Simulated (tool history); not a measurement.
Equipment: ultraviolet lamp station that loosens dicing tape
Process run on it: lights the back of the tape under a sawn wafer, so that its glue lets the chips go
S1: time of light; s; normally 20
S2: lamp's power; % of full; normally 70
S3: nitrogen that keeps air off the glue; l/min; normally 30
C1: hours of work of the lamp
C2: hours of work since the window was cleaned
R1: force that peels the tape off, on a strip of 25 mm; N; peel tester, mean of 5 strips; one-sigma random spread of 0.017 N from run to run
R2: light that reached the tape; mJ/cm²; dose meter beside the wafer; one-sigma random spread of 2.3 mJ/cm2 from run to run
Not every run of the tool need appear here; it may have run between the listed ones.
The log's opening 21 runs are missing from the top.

run 22 day=22.521 | S1=30 S2=70 S3=30 | C1=324 C2=519 | R1=0.604 R2=244
run 23 day=24.008 | S1=24 S2=64 S3=10 | C1=350 C2=545 | R1=1.639 R2=178
run 24 day=24.696 | S1=19 S2=72 S3=30 | C1=362 C2=557 | R1=1.238 R2=157
run 25 day=26.033 | S1=20 S2=62 S3=22 | C1=385 C2=580 | R1=1.585 R2=140
run 26 day=27.258 | S1=11 S2=64 S3=13 | C1=406 C2=601 | R1=2.700 R2=82
run 27 day=28.404 | S1=30 S2=60 S3=13 | C1=426 C2=621 | R1=1.354 R2=192
run 28 day=29.208 | S1=19 S2=97 S3=12 | C1=440 C2=635 | R1=1.340 R2=197
-- day=29.658 window cleaned of glue's vapour
run 29 day=30.750 | S1=19 S2=97 S3=12 | C1=466 C2=19 | R1=1.224 R2=218
run 30 day=31.838 | S1=22 S2=70 S3=45 | C1=485 C2=38 | R1=0.861 R2=176
run 31 day=33.250 | S1=22 S2=70 S3=45 | C1=509 C2=62 | R1=0.871 R2=178
run 32 day=34.112 | S1=22 S2=90 S3=17 | C1=524 C2=77 | R1=0.990 R2=225
run 33 day=35.138 | S1=22 S2=64 S3=30 | C1=541 C2=94 | R1=1.245 R2=156
run 34 day=36.096 | S1=20 S2=72 S3=23 | C1=558 C2=111 | R1=1.269 R2=156
run 35 day=36.938 | S1=20 S2=72 S3=28 | C1=572 C2=125 | R1=1.225 R2=157
run 36 day=38.358 | S1=19 S2=67 S3=30 | C1=597 C2=150 | R1=1.436 R2=133
run 37 day=39.388 | S1=15 S2=60 S3=30 | C1=615 C2=168 | R1=1.988 R2=95
run 38 day=40.046 | S1=14 S2=82 S3=38 | C1=626 C2=179 | R1=1.518 R2=119
run 39 day=40.821 | S1=14 S2=70 S3=30 | C1=639 C2=192 | R1=1.919 R2=98
run 40 day=42.192 | S1=20 S2=98 S3=30 | C1=663 C2=216 | R1=0.866 R2=200
run 41 day=42.808 | S1=20 S2=98 S3=30 | C1=674 C2=227 | R1=0.904 R2=196
run 42 day=44.083 | S1=20 S2=98 S3=30 | C1=696 C2=249 | R1=0.906 R2=193
run 43 day=45.429 | S1=13 S2=91 S3=18 | C1=719 C2=272 | R1=1.989 R2=117
-- day=46.750 lamp changed
run 44 day=46.750 | S1=13 S2=91 S3=18 | C1=0 C2=294 | R1=1.325 R2=166

Here are 3 independent what-if runs from the current tool condition. What would each one return?
run A day=48.075 | S1=22 S2=98 S3=18 | C1=23 C2=317 | R1=? R2=?
run B day=48.075 | S1=15 S2=91 S3=18 | C1=23 C2=317 | R1=? R2=?
run C day=48.075 | S1=33 S2=87 S3=33 | C1=23 C2=317 | R1=? R2=?

run=A R1=0.592 R2=301
run=B R1=1.088 R2=196
run=C R1=0.270 R2=401
The same runs, with their run-to-run variation unchanged, on a tool lacking any hidden condition would have given:
run=A R1=0.524 R2=324
run=B R1=0.989 R2=210
run=C R1=0.248 R2=432

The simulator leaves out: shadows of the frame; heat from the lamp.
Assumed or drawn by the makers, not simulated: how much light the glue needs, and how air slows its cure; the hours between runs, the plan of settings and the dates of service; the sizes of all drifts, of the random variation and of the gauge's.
